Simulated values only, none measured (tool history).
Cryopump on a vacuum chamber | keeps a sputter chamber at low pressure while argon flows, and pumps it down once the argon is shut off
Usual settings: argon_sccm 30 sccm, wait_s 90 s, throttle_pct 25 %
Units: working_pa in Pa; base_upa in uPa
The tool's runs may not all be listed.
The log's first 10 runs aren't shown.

{"run": 11, "hour": 261.3, "argon_sccm": 30, "wait_s": 90, "throttle_pct": 26, "working_pa": 0.1378, "base_upa": 0.83}
{"run": 12, "hour": 298.2, "argon_sccm": 17, "wait_s": 90, "throttle_pct": 25, "working_pa": 0.0803, "base_upa": 0.8}
{"run": 13, "hour": 323.4, "argon_sccm": 17, "wait_s": 90, "throttle_pct": 25, "working_pa": 0.0802, "base_upa": 0.79}
{"run": 14, "hour": 353.4, "argon_sccm": 30, "wait_s": 90, "throttle_pct": 25, "working_pa": 0.1429, "base_upa": 0.88}
{"run": 15, "hour": 374.7, "argon_sccm": 30, "wait_s": 90, "throttle_pct": 25, "working_pa": 0.1419, "base_upa": 0.83}
{"run": 16, "hour": 406.9, "argon_sccm": 30, "wait_s": 90, "throttle_pct": 25, "working_pa": 0.1414, "base_upa": 0.86}
{"run": 17, "hour": 424.0, "argon_sccm": 30, "wait_s": 90, "throttle_pct": 25, "working_pa": 0.1427, "base_upa": 0.84}
{"run": 18, "hour": 443.7, "argon_sccm": 30, "wait_s": 90, "throttle_pct": 25, "working_pa": 0.1424, "base_upa": 0.83}
{"run": 19, "hour": 463.7, "argon_sccm": 21, "wait_s": 84, "throttle_pct": 25, "working_pa": 0.1, "base_upa": 0.9}
{"run": 20, "hour": 484.5, "argon_sccm": 21, "wait_s": 84, "throttle_pct": 25, "working_pa": 0.1004, "base_upa": 0.87}
{"run": 21, "hour": 514.4, "argon_sccm": 21, "wait_s": 84, "throttle_pct": 25, "working_pa": 0.0998, "base_upa": 0.91}
{"run": 22, "hour": 532.7, "argon_sccm": 13, "wait_s": 44, "throttle_pct": 29, "working_pa": 0.0554, "base_upa": 1.43}
{"run": 23, "hour": 561.6, "argon_sccm": 30, "wait_s": 90, "throttle_pct": 17, "working_pa": 0.2054, "base_upa": 0.87}

The next listed run, before its measurement:
{"run": 24, "hour": 592.9, "argon_sccm": 30, "wait_s": 140, "throttle_pct": 17, "working_pa": "?", "base_upa": "?"}

{"run 24": {"working_pa": 0.2046, "base_upa": 0.67}}
Without the tool's hidden state the same run would have given working_pa 0.1935 Pa, base_upa 0.49 uPa.
